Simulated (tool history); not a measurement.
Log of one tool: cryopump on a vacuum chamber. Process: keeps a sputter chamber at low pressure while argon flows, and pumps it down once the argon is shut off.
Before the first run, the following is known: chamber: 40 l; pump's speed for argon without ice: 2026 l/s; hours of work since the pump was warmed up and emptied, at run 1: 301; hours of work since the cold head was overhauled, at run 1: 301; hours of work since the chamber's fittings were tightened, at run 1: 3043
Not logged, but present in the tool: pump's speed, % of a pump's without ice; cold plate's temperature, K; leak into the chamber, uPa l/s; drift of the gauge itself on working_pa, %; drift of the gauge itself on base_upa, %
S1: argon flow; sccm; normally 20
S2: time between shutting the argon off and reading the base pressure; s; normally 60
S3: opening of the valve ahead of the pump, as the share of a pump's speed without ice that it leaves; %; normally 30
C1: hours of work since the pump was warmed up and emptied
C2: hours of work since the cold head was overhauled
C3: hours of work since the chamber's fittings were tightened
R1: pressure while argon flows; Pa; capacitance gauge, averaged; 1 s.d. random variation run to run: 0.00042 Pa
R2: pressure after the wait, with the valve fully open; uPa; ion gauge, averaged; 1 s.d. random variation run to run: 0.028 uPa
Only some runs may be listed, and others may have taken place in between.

run	hour	S1	S2	S3	C1	C2	C3	R1	R2
1	0	20	60	30	301	301	3043	0.0563	2.12
2	26.6	20	90	30	315	315	3057	0.058	1.67
3	60.7	20	209	30	333	333	3075	0.0572	1.24
4	93.7	20	209	30	350	350	3092	0.0575	1.29
5	127.1	20	209	30	367	367	3109	0.0572	1.21
6	183	20	209	30	397	397	3139	0.0571	1.26
7	209.1	20	209	30	411	411	3153	0.0577	1.32
8	232.2	20	60	30	423	423	3165	0.0572	2.17
9	261.7	20	270	30	438	438	3180	0.0584	1.23
10	288.3	20	270	30	452	452	3194	0.0578	1.19
11	314.2	10	60	30	466	466	3208	0.0294	2.14
12	357	20	60	27	488	488	3230	0.0649	2.12
13	411.1	20	106	42	517	517	3259	0.043	1.65
14	449.1	20	106	42	537	537	3279	0.0427	1.62
15	477.7	10	115	42	552	552	3294	0.0212	1.6
16	509.6	39	181	30	568	568	3310	0.1141	1.41
17	548	39	181	30	589	589	3331	0.1155	1.42
18	575	39	181	30	603	603	3345	0.1152	1.41
19	617.3	13	61	17	625	625	3367	0.0665	2.23
20	663.3	9	231	30	649	649	3391	0.0263	1.34
21	698.3	9	231	30	668	668	3410	0.0268	1.42
22	741.7	20	163	30	690	690	3432	0.0595	1.5
23	783	20	163	16	712	712	3454	0.1085	1.56
24	816.7	25	39	30	730	730	3472	0.0749	2.95

Alternative continuations, all from the tool just after run 24; predict every row:
A	864.2	20	199	51	755	755	3497	?	?
B	864.2	10	39	30	755	755	3497	?	?
C	864.2	25	60	30	755	755	3497	?	?

run	R1	R2
A	0.0372	1.45
B	0.0306	3
C	0.0754	2.26
Without the tool's hidden state the same runs would have given:
run	R1	R2
A	0.0326	0.49
B	0.0283	2.01
C	0.0696	1.3

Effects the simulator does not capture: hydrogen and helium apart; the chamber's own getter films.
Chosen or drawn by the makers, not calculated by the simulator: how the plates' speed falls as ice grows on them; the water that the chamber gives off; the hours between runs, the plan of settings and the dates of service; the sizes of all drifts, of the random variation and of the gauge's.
